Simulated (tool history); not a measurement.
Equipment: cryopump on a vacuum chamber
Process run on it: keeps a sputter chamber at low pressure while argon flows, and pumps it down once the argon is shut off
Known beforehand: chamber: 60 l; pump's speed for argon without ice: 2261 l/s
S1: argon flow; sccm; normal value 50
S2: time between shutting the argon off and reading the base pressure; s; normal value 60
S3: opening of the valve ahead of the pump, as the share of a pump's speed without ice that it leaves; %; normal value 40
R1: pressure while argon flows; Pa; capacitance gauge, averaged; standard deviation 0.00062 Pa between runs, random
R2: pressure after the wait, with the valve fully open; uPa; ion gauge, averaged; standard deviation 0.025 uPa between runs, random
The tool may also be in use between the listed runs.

{"run": 1, "hour": 0.0, "S1": 50, "S2": 60, "S3": 40, "R1": 0.0995, "R2": 1.59}
{"run": 2, "hour": 23.3, "S1": 50, "S2": 60, "S3": 40, "R1": 0.1005, "R2": 1.49}
{"run": 3, "hour": 47.1, "S1": 25, "S2": 60, "S3": 40, "R1": 0.05, "R2": 1.55}
{"run": 4, "hour": 76.1, "S1": 25, "S2": 60, "S3": 40, "R1": 0.0513, "R2": 1.57}
{"run": 5, "hour": 98.1, "S1": 98, "S2": 60, "S3": 40, "R1": 0.1996, "R2": 1.59}
{"run": 6, "hour": 111.5, "S1": 98, "S2": 60, "S3": 38, "R1": 0.2103, "R2": 1.59}
{"run": 7, "hour": 124.1, "S1": 98, "S2": 60, "S3": 38, "R1": 0.2084, "R2": 1.62}
{"run": 8, "hour": 153.0, "S1": 98, "S2": 60, "S3": 38, "R1": 0.2103, "R2": 1.64}
{"run": 9, "hour": 180.8, "S1": 61, "S2": 49, "S3": 24, "R1": 0.2029, "R2": 1.86}
{"run": 10, "hour": 202.0, "S1": 61, "S2": 49, "S3": 15, "R1": 0.316, "R2": 1.84}
{"run": 11, "hour": 230.9, "S1": 61, "S2": 49, "S3": 15, "R1": 0.3175, "R2": 1.88}
{"run": 12, "hour": 256.6, "S1": 44, "S2": 60, "S3": 40, "R1": 0.0917, "R2": 1.72}
{"run": 13, "hour": 269.5, "S1": 77, "S2": 60, "S3": 55, "R1": 0.1213, "R2": 1.66}
{"run": 14, "hour": 295.8, "S1": 78, "S2": 181, "S3": 28, "R1": 0.2271, "R2": 1.13}

Here are 5 independent what-if runs from the current tool condition. What would each one return?
{"run": "A", "hour": 317.3, "S1": 78, "S2": 35, "S3": 29, "R1": "?", "R2": "?"}
{"run": "B", "hour": 317.3, "S1": 36, "S2": 31, "S3": 40, "R1": "?", "R2": "?"}
{"run": "C", "hour": 317.3, "S1": 30, "S2": 60, "S3": 40, "R1": "?", "R2": "?"}
{"run": "D", "hour": 317.3, "S1": 79, "S2": 60, "S3": 47, "R1": "?", "R2": "?"}
{"run": "E", "hour": 317.3, "S1": 78, "S2": 181, "S3": 37, "R1": "?", "R2": "?"}

run=A R1=0.2214 R2=2.21
run=B R1=0.0772 R2=2.48
run=C R1=0.0624 R2=1.75
run=D R1=0.1441 R2=1.75
run=E R1=0.1761 R2=1.18
With the hidden condition removed and each run's random variation left untouched, the same runs would have given:
run=A R1=0.2026 R2=1.51
run=B R1=0.0685 R2=1.76
run=C R1=0.0552 R2=1.01
run=D R1=0.125 R2=1.01
run=E R1=0.1575 R2=0.45
